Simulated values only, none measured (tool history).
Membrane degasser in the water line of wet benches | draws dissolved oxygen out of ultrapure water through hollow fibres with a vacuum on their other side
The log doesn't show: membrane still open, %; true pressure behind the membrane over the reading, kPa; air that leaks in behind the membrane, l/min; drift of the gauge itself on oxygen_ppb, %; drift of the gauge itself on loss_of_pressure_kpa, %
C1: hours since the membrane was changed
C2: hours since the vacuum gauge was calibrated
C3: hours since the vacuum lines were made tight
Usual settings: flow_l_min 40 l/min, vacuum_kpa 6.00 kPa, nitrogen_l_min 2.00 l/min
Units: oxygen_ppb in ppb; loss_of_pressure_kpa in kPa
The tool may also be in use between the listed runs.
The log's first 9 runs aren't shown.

Run 10, hour 1131.8: usual settings but nitrogen_l_min 1.16 l/min; C1 3177; C2 1132; C3 4121. Result: oxygen_ppb 238.8 ppb, loss_of_pressure_kpa 69.71 kPa.
Run 11, hour 1276.0: usual settings but nitrogen_l_min 1.16 l/min; C1 3322; C2 1276; C3 4265. Result: oxygen_ppb 233.9 ppb, loss_of_pressure_kpa 69.38 kPa.
Run 12, hour 1388.5: usual settings but nitrogen_l_min 0.94 l/min; C1 3434; C2 1389; C3 4377. Result: oxygen_ppb 268.8 ppb, loss_of_pressure_kpa 69.58 kPa.
Run 13, hour 1526.1: usual settings but nitrogen_l_min 4.93 l/min; C1 3572; C2 1526; C3 4515. Result: oxygen_ppb 86.5 ppb, loss_of_pressure_kpa 69.60 kPa.
Run 14, hour 1602.1: usual settings; C1 3648; C2 1602; C3 4591. Result: oxygen_ppb 158.6 ppb, loss_of_pressure_kpa 69.73 kPa.
Run 15, hour 1733.9: usual settings; C1 3780; C2 1734; C3 4723. Result: oxygen_ppb 161.8 ppb, loss_of_pressure_kpa 69.89 kPa.
Run 16, hour 1875.4: usual settings; C1 3921; C2 1875; C3 4864. Result: oxygen_ppb 162.0 ppb, loss_of_pressure_kpa 69.76 kPa.
Run 17, hour 1964.9: usual settings but flow_l_min 31 l/min, vacuum_kpa 4.53 kPa, nitrogen_l_min 1.12 l/min; C1 4011; C2 1965; C3 4954. Result: oxygen_ppb 107.3 ppb, loss_of_pressure_kpa 54.18 kPa.
Run 18, hour 2061.2: usual settings but flow_l_min 31 l/min, vacuum_kpa 4.53 kPa, nitrogen_l_min 1.12 l/min; C1 4107; C2 2061; C3 5050. Result: oxygen_ppb 108.9 ppb, loss_of_pressure_kpa 54.37 kPa.
Run 19, hour 2141.8: usual settings but flow_l_min 37 l/min, nitrogen_l_min 2.90 l/min; C1 4187; C2 2142; C3 5131. Result: oxygen_ppb 117.2 ppb, loss_of_pressure_kpa 64.58 kPa.
Run 20, hour 2295.3: usual settings but flow_l_min 37 l/min, nitrogen_l_min 2.90 l/min; C1 4341; C2 2295; C3 5284. Result: oxygen_ppb 114.4 ppb, loss_of_pressure_kpa 64.21 kPa.

Run 21 comes next. What will it give?
Run 21, hour 2403.7: usual settings but flow_l_min 37 l/min, nitrogen_l_min 2.90 l/min; C1 4449; C2 2404; C3 5392. Result: oxygen_ppb ?, loss_of_pressure_kpa ?.

{"run 21": {"oxygen_ppb": 116.8, "loss_of_pressure_kpa": 64.75}}
Without the tool's hidden state the same run would have given oxygen_ppb 107.8 ppb, loss_of_pressure_kpa 62.97 kPa.
